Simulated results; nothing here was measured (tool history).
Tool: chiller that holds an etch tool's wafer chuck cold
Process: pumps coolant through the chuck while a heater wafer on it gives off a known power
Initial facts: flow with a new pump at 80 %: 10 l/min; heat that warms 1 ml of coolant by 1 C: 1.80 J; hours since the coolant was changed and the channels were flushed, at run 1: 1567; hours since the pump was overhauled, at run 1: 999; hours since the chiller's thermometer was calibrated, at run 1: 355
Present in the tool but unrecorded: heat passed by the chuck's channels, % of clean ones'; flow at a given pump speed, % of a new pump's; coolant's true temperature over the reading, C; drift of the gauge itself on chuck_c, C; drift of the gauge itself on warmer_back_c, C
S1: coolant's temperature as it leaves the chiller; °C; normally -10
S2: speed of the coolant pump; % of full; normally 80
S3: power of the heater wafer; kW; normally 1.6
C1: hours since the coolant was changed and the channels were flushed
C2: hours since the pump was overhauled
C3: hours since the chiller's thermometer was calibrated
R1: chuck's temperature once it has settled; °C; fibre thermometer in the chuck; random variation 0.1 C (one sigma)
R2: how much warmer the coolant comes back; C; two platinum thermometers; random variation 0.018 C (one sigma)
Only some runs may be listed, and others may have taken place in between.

Run 1, hour 0: usual settings; C1 1567; C2 999; C3 355. Result: R1 5.3 °C, R2 5.32 C.
Run 2, hour 55.1: usual settings but S1 -1 °C; C1 1622; C2 1054; C3 411. Result: R1 14.2 °C, R2 5.35 C.
Run 3, hour 131.6: usual settings but S1 -1 °C; C1 1699; C2 1131; C3 487. Result: R1 14.3 °C, R2 5.34 C.
Run 4, hour 183: usual settings; C1 1750; C2 1182; C3 538. Result: R1 5.4 °C, R2 5.32 C.
Run 5, hour 249.4: usual settings; C1 1816; C2 1249; C3 605. Result: R1 5.4 °C, R2 5.34 C.
Run 6, hour 323: usual settings; C1 1890; C2 1322; C3 678. Result: R1 5.3 °C, R2 5.33 C.
Run 7, hour 379.3: usual settings; C1 1946; C2 1378; C3 735. Result: R1 5.3 °C, R2 5.31 C.
Run 8, hour 435.3: usual settings but S1 -15 °C; C1 2002; C2 1434; C3 791. Result: R1 0 °C, R2 5.32 C.
Run 9, hour 475.5: usual settings but S1 -15 °C; C1 2042; C2 1475; C3 831. Result: R1 0.1 °C, R2 5.32 C.
Run 10, hour 509.6: usual settings but S1 -15 °C; C1 2077; C2 1509; C3 865. Result: R1 0.3 °C, R2 5.34 C.
Run 11, hour 559.6: usual settings but S2 78 % of full; C1 2127; C2 1559; C3 915. Result: R1 5.6 °C, R2 5.46 C.
Run 12, hour 594: usual settings but S2 99 % of full; C1 2161; C2 1593; C3 949. Result: R1 2.9 °C, R2 4.32 C.
Run 13, hour 645.5: usual settings but S3 0.923 kW; C1 2213; C2 1645; C3 1001. Result: R1 -1.1 °C, R2 3.03 C.
Run 14, hour 680.5: usual settings but S3 0.923 kW; C1 2248; C2 1680; C3 1036. Result: R1 -1.2 °C, R2 3.09 C.
Run 15, hour 717.6: usual settings but S3 1.768 kW; C1 2285; C2 1717; C3 1073. Result: R1 6.7 °C, R2 5.89 C.
Run 16, hour 793.9: usual settings but S3 1.768 kW; C1 2361; C2 1793; C3 1149. Result: R1 6.8 °C, R2 5.9 C.

What does the tool deliver on the next run?
Run 17, hour 844.2: usual settings but S3 1.768 kW; C1 2411; C2 1843; C3 1200. Result: R1 ?, R2 ?.

R1: 6.8 °C
R2: 5.88 C
If the tool had no hidden condition, the same run with the same run-to-run variation would have returned R1 6.8 °C, R2 5.88 C.

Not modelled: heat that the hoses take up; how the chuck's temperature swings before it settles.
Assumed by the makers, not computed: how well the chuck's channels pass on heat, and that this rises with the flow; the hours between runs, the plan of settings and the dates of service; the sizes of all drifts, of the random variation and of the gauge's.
